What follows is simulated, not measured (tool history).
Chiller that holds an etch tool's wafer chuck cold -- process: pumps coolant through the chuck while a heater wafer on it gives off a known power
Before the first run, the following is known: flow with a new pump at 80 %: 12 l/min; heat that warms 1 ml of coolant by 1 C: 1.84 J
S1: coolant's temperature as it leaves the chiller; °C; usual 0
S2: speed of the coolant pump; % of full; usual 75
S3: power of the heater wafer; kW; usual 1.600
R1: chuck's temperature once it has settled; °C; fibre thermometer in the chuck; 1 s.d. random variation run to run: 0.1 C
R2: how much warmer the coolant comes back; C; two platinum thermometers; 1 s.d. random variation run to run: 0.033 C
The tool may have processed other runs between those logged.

run    hour  S1   S2     S3    R1    R2
  1     0.0   0   75  1.600  13.1  4.85
  2   150.7   0   75  1.600  13.3  4.84
  3   282.7   0   75  1.600  13.4  4.78
      323.2  -- coolant changed, channels flushed
  4   365.6   5   75  1.600  16.6  4.83
  5   534.9   0   75  1.600  11.6  4.84
  6   676.9   0   75  1.600  11.7  4.84
  7   843.6   0   75  1.600  11.7  4.85
  8  1000.7   0   75  1.600  11.8  4.88
  9  1090.0   0   75  1.600  11.9  4.92
 10  1249.2   0   75  1.600  11.9  4.92
 11  1417.1   0   75  1.600  11.9  4.89
 12  1582.0   0   75  1.600  12.1  4.92
 13  1656.7   0   75  1.600  12.1  4.92
 14  1742.5   0   75  1.600  12.1  4.82
 15  1880.9   0   75  1.600  12.2  4.90
     1988.7  -- chiller's thermometer calibrated
 16  2006.1   0   75  1.600  12.6  4.93
 17  2081.9  -7  100  1.331   1.1  2.95
 18  2188.7  -7  100  1.331   1.1  2.93
 19  2328.4   7   93  0.821  12.4  1.96
 20  2427.7   7   93  0.821  12.3  2.04
 21  2567.7  -9   89  1.817   3.3  4.64
 22  2687.9   0   63  1.600  14.8  6.01
 23  2841.4   0   63  1.600  14.7  6.02
 24  2987.5   8   75  2.369  27.0  7.35
 25  3128.8   8   73  1.292  18.6  4.11
 26  3223.9   8   73  1.292  18.6  4.17
 27  3361.6   8   73  0.955  15.7  3.09
 28  3474.6   8   73  0.955  15.8  3.08
 29  3604.0   8   73  0.955  15.9  3.09
 30  3686.9  -9   99  1.107  -2.0  2.58
 31  3798.8  -5   75  1.433   6.8  4.49

Here are 4 independent what-if runs from the current tool condition. What would each one return?
  A  3916.1  -8   75  1.600   ?   ?
  B  3916.1  10   75  1.433   ?   ?
  C  3916.1  -1   76  2.356   ?   ?
  D  3916.1   8  100  1.600   ?   ?

run    R1    R2
  A   5.0  5.02
  B  21.5  4.52
  C  17.9  7.26
  D  18.3  3.68
Had the tool no hidden state, the same runs would have come out as:
run    R1    R2
  A   3.6  4.68
  B  20.2  4.21
  C  15.8  6.76
  D  17.2  3.43
